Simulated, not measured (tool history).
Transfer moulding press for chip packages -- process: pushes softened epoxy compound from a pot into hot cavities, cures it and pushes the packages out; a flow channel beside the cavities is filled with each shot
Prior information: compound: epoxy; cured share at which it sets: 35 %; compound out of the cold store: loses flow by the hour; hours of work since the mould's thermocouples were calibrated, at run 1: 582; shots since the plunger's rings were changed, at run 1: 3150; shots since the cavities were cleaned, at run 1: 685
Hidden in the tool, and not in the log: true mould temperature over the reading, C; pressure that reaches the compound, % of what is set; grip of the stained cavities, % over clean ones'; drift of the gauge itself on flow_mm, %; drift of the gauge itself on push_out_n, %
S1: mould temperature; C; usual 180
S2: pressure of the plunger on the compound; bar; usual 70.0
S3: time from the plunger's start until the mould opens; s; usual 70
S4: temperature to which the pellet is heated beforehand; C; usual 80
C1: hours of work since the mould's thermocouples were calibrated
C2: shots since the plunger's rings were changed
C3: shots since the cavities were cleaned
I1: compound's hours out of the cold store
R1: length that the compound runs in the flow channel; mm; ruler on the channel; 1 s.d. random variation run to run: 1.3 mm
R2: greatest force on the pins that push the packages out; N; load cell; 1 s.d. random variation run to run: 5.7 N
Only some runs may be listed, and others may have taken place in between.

run 1 day=0.000 | S1=180 S2=70.0 S3=70 S4=80 | C1=582 C2=3150 C3=685 | I1=40.9 | R1=664 R2=282
-- day=1.267 cavities cleaned with cleaning compound and waxed
run 2 day=2.217 | S1=180 S2=70.0 S3=70 S4=80 | C1=617 C2=4052 C3=396 | I1=27.6 | R1=696 R2=296
-- day=2.583 plunger's sealing rings changed
-- day=4.125 cavities cleaned with cleaning compound and waxed
run 3 day=5.329 | S1=180 S2=70.0 S3=70 S4=80 | C1=665 C2=1124 C3=504 | I1=44.0 | R1=669 R2=287
-- day=6.825 cavities cleaned with cleaning compound and waxed
run 4 day=7.233 | S1=180 S2=70.0 S3=70 S4=80 | C1=696 C2=1896 C3=171 | I1=31.1 | R1=699 R2=238
-- day=9.575 cavities cleaned with cleaning compound and waxed
run 5 day=10.212 | S1=180 S2=70.0 S3=70 S4=80 | C1=743 C2=3119 C3=269 | I1=35.4 | R1=682 R2=265
run 6 day=11.479 | S1=187 S2=70.0 S3=70 S4=80 | C1=764 C2=3649 C3=799 | I1=43.2 | R1=635 R2=226
-- day=12.350 cavities cleaned with cleaning compound and waxed
-- day=12.700 plunger's sealing rings changed
run 7 day=13.483 | S1=180 S2=70.0 S3=65 S4=80 | C1=794 C2=328 C3=432 | I1=23.6 | R1=730 R2=344
run 8 day=14.933 | S1=180 S2=70.0 S3=65 S4=77 | C1=818 C2=935 C3=1039 | I1=22.9 | R1=730 R2=391
-- day=15.217 cavities cleaned with cleaning compound and waxed
run 9 day=17.783 | S1=180 S2=70.0 S3=65 S4=77 | C1=863 C2=2104 C3=1076 | I1=20.5 | R1=729 R2=397
-- day=18.096 cavities cleaned with cleaning compound and waxed
-- day=19.671 mould's thermocouples calibrated
run 10 day=20.108 | S1=180 S2=74.9 S3=70 S4=80 | C1=7 C2=3016 C3=808 | I1=33.1 | R1=704 R2=278
-- day=20.996 cavities cleaned with cleaning compound and waxed
run 11 day=21.738 | S1=183 S2=58.6 S3=78 S4=82 | C1=33 C2=3673 C3=312 | I1=42.1 | R1=591 R2=204
-- day=22.896 plunger's sealing rings changed
run 12 day=23.504 | S1=183 S2=58.6 S3=98 S4=82 | C1=60 C2=254 C3=1009 | I1=34.2 | R1=627 R2=238
-- day=23.775 cavities cleaned with cleaning compound and waxed
run 13 day=25.104 | S1=186 S2=52.5 S3=60 S4=88 | C1=85 C2=897 C3=556 | I1=32.6 | R1=587 R2=251
run 14 day=26.342 | S1=180 S2=80.4 S3=70 S4=80 | C1=105 C2=1416 C3=1075 | I1=23.6 | R1=769 R2=305
-- day=26.638 cavities cleaned with cleaning compound and waxed
run 15 day=28.596 | S1=180 S2=80.4 S3=70 S4=80 | C1=141 C2=2335 C3=821 | I1=8.6 | R1=810 R2=292

What will run 16 give?
-- day=29.500 cavities cleaned with cleaning compound and waxed
run 16 day=30.950 | S1=183 S2=54.4 S3=69 S4=78 | C1=178 C2=3295 C3=607 | I1=9.0 | R1=? R2=?

R1: 650 mm
R2: 258 N
Were there no unlogged condition in the tool, this run, its random variation unchanged, would have produced R1 671 mm, R2 184 N.
